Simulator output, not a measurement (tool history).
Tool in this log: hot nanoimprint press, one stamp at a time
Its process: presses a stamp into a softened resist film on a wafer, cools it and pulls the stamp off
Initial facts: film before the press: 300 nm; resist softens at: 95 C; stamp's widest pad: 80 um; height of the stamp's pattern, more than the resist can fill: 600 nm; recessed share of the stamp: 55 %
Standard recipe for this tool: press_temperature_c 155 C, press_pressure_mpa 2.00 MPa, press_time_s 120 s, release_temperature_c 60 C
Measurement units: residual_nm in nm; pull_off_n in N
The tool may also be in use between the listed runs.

| run | hour | press_temperature_c | press_pressure_mpa | press_time_s | release_temperature_c | residual_nm | pull_off_n |
|---|---|---|---|---|---|---|---|
| 1 | 0.0 | 155 | 2.00 | 120 | 60 | 134.5 | 196 |
| 2 | 13.1 | 164 | 2.00 | 120 | 60 | 74.8 | 195 |
| 3 | 37.3 | 164 | 2.00 | 120 | 63 | 74.3 | 196 |
| 4 | 60.0 | 155 | 2.00 | 120 | 47 | 135.2 | 233 |
| 5 | 77.3 | 155 | 2.00 | 120 | 47 | 134.7 | 228 |
| 6 | 93.3 | 155 | 2.00 | 120 | 47 | 136.3 | 230 |
| 7 | 118.0 | 155 | 2.00 | 120 | 47 | 136.7 | 238 |
|  | 123.2 | plate thermocouple calibrated |
|  | 138.2 | stamp cleaned and given a new release coat |
| 8 | 146.1 | 155 | 2.00 | 120 | 60 | 138.0 | 166 |
| 9 | 165.9 | 155 | 2.00 | 120 | 60 | 136.7 | 170 |
| 10 | 190.9 | 155 | 2.00 | 120 | 60 | 139.5 | 172 |
| 11 | 212.9 | 155 | 2.00 | 120 | 60 | 139.6 | 169 |
| 12 | 228.0 | 155 | 2.00 | 199 | 60 | 115.4 | 181 |
| 13 | 253.2 | 151 | 1.20 | 76 | 57 | 232.9 | 184 |
|  | 258.3 | plate thermocouple calibrated, once more |
| 14 | 280.9 | 149 | 2.04 | 65 | 53 | 220.9 | 191 |
| 15 | 297.9 | 154 | 2.75 | 86 | 60 | 141.5 | 182 |

For run 16, what comes out?
| 16 | 311.5 | 155 | 2.00 | 141 | 49 | ? | ? |

{"run 16": {"residual_nm": 124.9, "pull_off_n": 205}}
The same run, on a tool lacking any hidden state, would have yielded residual_nm 122.9 nm, pull_off_n 185 N.

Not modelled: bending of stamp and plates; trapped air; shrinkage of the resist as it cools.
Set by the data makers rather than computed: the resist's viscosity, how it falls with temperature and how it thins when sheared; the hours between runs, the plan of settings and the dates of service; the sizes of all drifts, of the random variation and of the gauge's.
